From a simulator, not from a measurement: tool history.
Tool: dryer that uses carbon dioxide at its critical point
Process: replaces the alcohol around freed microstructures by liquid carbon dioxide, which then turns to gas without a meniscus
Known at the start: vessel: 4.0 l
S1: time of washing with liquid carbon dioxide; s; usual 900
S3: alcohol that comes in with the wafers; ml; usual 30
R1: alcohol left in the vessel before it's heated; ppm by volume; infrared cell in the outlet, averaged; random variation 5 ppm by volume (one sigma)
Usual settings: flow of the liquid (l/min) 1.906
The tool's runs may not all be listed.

run 1 hour=0.0 | S1=900 flow_of_the_liquid_(l/min)=1.906 S3=30 | R1=54
run 2 hour=16.2 | S1=900 flow_of_the_liquid_(l/min)=1.906 S3=30 | R1=41
run 3 hour=27.5 | S1=900 flow_of_the_liquid_(l/min)=1.906 S3=30 | R1=60
run 4 hour=40.6 | S1=900 flow_of_the_liquid_(l/min)=1.906 S3=30 | R1=61
run 5 hour=48.7 | S1=900 flow_of_the_liquid_(l/min)=1.906 S3=56 | R1=80
run 6 hour=60.0 | S1=900 flow_of_the_liquid_(l/min)=1.906 S3=56 | R1=71
run 7 hour=72.4 | S1=900 flow_of_the_liquid_(l/min)=1.906 S3=56 | R1=84
-- hour=76.4 inlet filter changed
run 8 hour=88.6 | S1=900 flow_of_the_liquid_(l/min)=3.050 S3=65 | R1=40

Forecast run 9:
run 9 hour=100.8 | S1=900 flow_of_the_liquid_(l/min)=2.980 S3=59 | R1=?

Run 9 gave R1 44 ppm by volume.
Without the tool's hidden state the same run would have given R1 10 ppm by volume.
